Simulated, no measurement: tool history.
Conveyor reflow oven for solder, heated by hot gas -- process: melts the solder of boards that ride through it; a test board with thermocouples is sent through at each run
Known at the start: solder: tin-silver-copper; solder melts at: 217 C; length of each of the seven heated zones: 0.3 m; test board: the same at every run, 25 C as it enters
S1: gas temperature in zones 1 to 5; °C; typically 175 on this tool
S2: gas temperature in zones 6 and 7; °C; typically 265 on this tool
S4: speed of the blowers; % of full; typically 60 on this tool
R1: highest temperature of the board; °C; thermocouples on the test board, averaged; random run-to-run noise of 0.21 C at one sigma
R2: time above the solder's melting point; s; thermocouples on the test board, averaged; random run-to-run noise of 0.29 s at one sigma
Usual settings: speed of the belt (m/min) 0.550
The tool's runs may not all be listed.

run 1 day=0.000 | S1=175 S2=265 speed_of_the_belt_(m/min)=0.550 S4=60 | R1=253.2 R2=50.9
run 2 day=0.446 | S1=175 S2=265 speed_of_the_belt_(m/min)=0.550 S4=60 | R1=253.1 R2=51.2
run 3 day=1.342 | S1=175 S2=265 speed_of_the_belt_(m/min)=0.550 S4=60 | R1=253.2 R2=51.0
-- day=1.504 thermocouples of zones 6 and 7 changed
run 4 day=2.233 | S1=175 S2=265 speed_of_the_belt_(m/min)=0.629 S4=60 | R1=246.4 R2=39.7
run 5 day=3.154 | S1=175 S2=265 speed_of_the_belt_(m/min)=0.629 S4=60 | R1=246.6 R2=39.6
run 6 day=3.692 | S1=175 S2=265 speed_of_the_belt_(m/min)=0.650 S4=60 | R1=245.0 R2=37.0
run 7 day=4.504 | S1=175 S2=265 speed_of_the_belt_(m/min)=0.650 S4=60 | R1=245.1 R2=36.8
-- day=4.821 flux residue cleaned out of gas plates and filters
run 8 day=5.596 | S1=175 S2=265 speed_of_the_belt_(m/min)=0.650 S4=60 | R1=247.7 R2=39.3
run 9 day=6.446 | S1=175 S2=265 speed_of_the_belt_(m/min)=0.650 S4=60 | R1=247.4 R2=39.0
run 10 day=6.929 | S1=175 S2=265 speed_of_the_belt_(m/min)=0.614 S4=60 | R1=249.0 R2=42.6
run 11 day=7.812 | S1=166 S2=265 speed_of_the_belt_(m/min)=0.550 S4=60 | R1=251.3 R2=47.4
run 12 day=8.729 | S1=175 S2=265 speed_of_the_belt_(m/min)=0.550 S4=60 | R1=252.5 R2=50.8
run 13 day=9.312 | S1=175 S2=266 speed_of_the_belt_(m/min)=0.550 S4=60 | R1=253.1 R2=51.3
run 14 day=10.038 | S1=175 S2=265 speed_of_the_belt_(m/min)=0.550 S4=60 | R1=252.2 R2=51.3
run 15 day=10.900 | S1=175 S2=265 speed_of_the_belt_(m/min)=0.550 S4=60 | R1=252.4 R2=50.6
run 16 day=11.621 | S1=178 S2=275 speed_of_the_belt_(m/min)=0.454 S4=60 | R1=266.8 R2=72.5
run 17 day=12.362 | S1=178 S2=275 speed_of_the_belt_(m/min)=0.454 S4=60 | R1=266.6 R2=72.5
run 18 day=12.917 | S1=178 S2=275 speed_of_the_belt_(m/min)=0.569 S4=61 | R1=261.2 R2=54.2
run 19 day=13.904 | S1=164 S2=256 speed_of_the_belt_(m/min)=0.441 S4=60 | R1=248.2 R2=58.5
run 20 day=14.496 | S1=164 S2=256 speed_of_the_belt_(m/min)=0.441 S4=86 | R1=250.8 R2=62.0
run 21 day=15.408 | S1=164 S2=271 speed_of_the_belt_(m/min)=0.441 S4=86 | R1=265.3 R2=70.9
run 22 day=16.421 | S1=174 S2=265 speed_of_the_belt_(m/min)=0.550 S4=60 | R1=252.3 R2=49.9

What will run 23 give?
run 23 day=17.171 | S1=174 S2=265 speed_of_the_belt_(m/min)=0.550 S4=60 | R1=? R2=?

{"run 23": {"R1": 252.5, "R2": 50.2}}
Take away the tool's hidden state, keep the run-to-run variation as it was, and the same run would have given R1 252.2 °C, R2 49.3 s.
